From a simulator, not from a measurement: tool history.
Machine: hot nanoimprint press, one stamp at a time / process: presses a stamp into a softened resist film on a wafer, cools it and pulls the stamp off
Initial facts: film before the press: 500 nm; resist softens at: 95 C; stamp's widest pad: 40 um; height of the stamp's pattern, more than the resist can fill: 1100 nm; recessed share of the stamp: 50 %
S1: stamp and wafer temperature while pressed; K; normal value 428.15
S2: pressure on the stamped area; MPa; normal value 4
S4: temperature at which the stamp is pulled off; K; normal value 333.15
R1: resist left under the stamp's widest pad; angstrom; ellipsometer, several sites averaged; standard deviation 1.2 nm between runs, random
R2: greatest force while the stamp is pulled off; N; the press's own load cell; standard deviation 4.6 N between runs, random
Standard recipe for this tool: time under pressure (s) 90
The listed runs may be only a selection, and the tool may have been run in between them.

Run 1, hour 0: usual settings. Result: R1 1809 angstrom, R2 217 N.
Run 2, hour 31.2: usual settings. Result: R1 1816 angstrom, R2 225 N.
Run 3, hour 66.9: usual settings. Result: R1 1818 angstrom, R2 227 N.
Run 4, hour 89.2: usual settings. Result: R1 1827 angstrom, R2 233 N.
Run 5, hour 138.3: usual settings. Result: R1 1813 angstrom, R2 233 N.
Run 6, hour 172.2: usual settings. Result: R1 1820 angstrom, R2 240 N.
Run 7, hour 218: usual settings. Result: R1 1798 angstrom, R2 243 N.
Run 8, hour 254.3: usual settings. Result: R1 1798 angstrom, R2 247 N.
Run 9, hour 277.9: usual settings but S2 4.97 MPa. Result: R1 1651 angstrom, R2 243 N.
At hour 295.7: plate thermocouple calibrated.
Run 10, hour 319.5: usual settings but S4 325.15 K. Result: R1 1927 angstrom, R2 278 N.
Run 11, hour 365: usual settings but S4 325.15 K. Result: R1 1909 angstrom, R2 297 N.
Run 12, hour 411.9: usual settings but time under pressure (s) 91, S4 325.15 K. Result: R1 1901 angstrom, R2 294 N.
Run 13, hour 455.9: usual settings but S2 2.64 MPa, time under pressure (s) 91, S4 325.15 K. Result: R1 2263 angstrom, R2 296 N.
At hour 473.1: stamp cleaned and given a new release coat.
Run 14, hour 502.9: usual settings but S2 6.34 MPa, time under pressure (s) 91, S4 323.15 K. Result: R1 1554 angstrom, R2 246 N.
Run 15, hour 538.7: usual settings but S2 5.29 MPa, S4 326.15 K. Result: R1 1679 angstrom, R2 259 N.
Run 16, hour 579.8: usual settings but S2 5.29 MPa, S4 326.15 K. Result: R1 1660 angstrom, R2 256 N.
Run 17, hour 628.4: usual settings but S2 5.29 MPa, S4 326.15 K. Result: R1 1668 angstrom, R2 253 N.
Run 18, hour 679.3: usual settings but S2 5.29 MPa, time under pressure (s) 151, S4 321.15 K. Result: R1 1336 angstrom, R2 276 N.
Run 19, hour 711.1: usual settings. Result: R1 1867 angstrom, R2 246 N.
Run 20, hour 747.4: usual settings but S1 439.15 K, S2 3.22 MPa. Result: R1 1142 angstrom, R2 254 N.
Run 21, hour 769.8: usual settings but S2 4.73 MPa. Result: R1 1747 angstrom, R2 247 N.
Run 22, hour 815.5: usual settings but S1 426.15 K, S2 4.73 MPa, time under pressure (s) 50, S4 331.15 K. Result: R1 2425 angstrom, R2 270 N.
Run 23, hour 865: usual settings but S1 416.15 K, S2 3.04 MPa, time under pressure (s) 62. Result: R1 3948 angstrom, R2 263 N.
Run 24, hour 903.6: usual settings but S1 416.15 K, S2 3.04 MPa, time under pressure (s) 62, S4 320.15 K. Result: R1 3933 angstrom, R2 295 N.
At hour 958.4: stamp cleaned and given a new release coat.
Run 25, hour 958.4: usual settings but S1 416.15 K, S2 3.04 MPa, time under pressure (s) 62, S4 320.15 K. Result: R1 3942 angstrom, R2 259 N.
Run 26, hour 994.8: usual settings but S1 416.15 K, S2 3.04 MPa, time under pressure (s) 62, S4 320.15 K. Result: R1 3932 angstrom, R2 265 N.

3 options for the next run, each taken on its own from the tool as it stands now. Forecast them:
At hour 1019.8: press's hydraulic seals changed and the load cell set to zero.
At hour 1035.5: plate thermocouple calibrated.
Run A, hour 1054.8: usual settings but time under pressure (s) 62. Result: R1 ?, R2 ?.
At hour 1019.8: press's hydraulic seals changed and the load cell set to zero.
At hour 1035.5: plate thermocouple calibrated.
Run B, hour 1054.8: usual settings but S1 422.15 K. Result: R1 ?, R2 ?.
At hour 1019.8: press's hydraulic seals changed and the load cell set to zero.
At hour 1035.5: plate thermocouple calibrated.
Run C, hour 1054.8: usual settings but S1 436.15 K, S2 3.04 MPa, time under pressure (s) 62, S4 329.15 K. Result: R1 ?, R2 ?.

run    R1   R2
  A  2184  238
  B  2600  230
  C  1655  243
Stripped of hidden state, with their random variation kept, the same runs would have yielded:
run    R1   R2
  A  2147  228
  B  2557  220
  C  1628  233
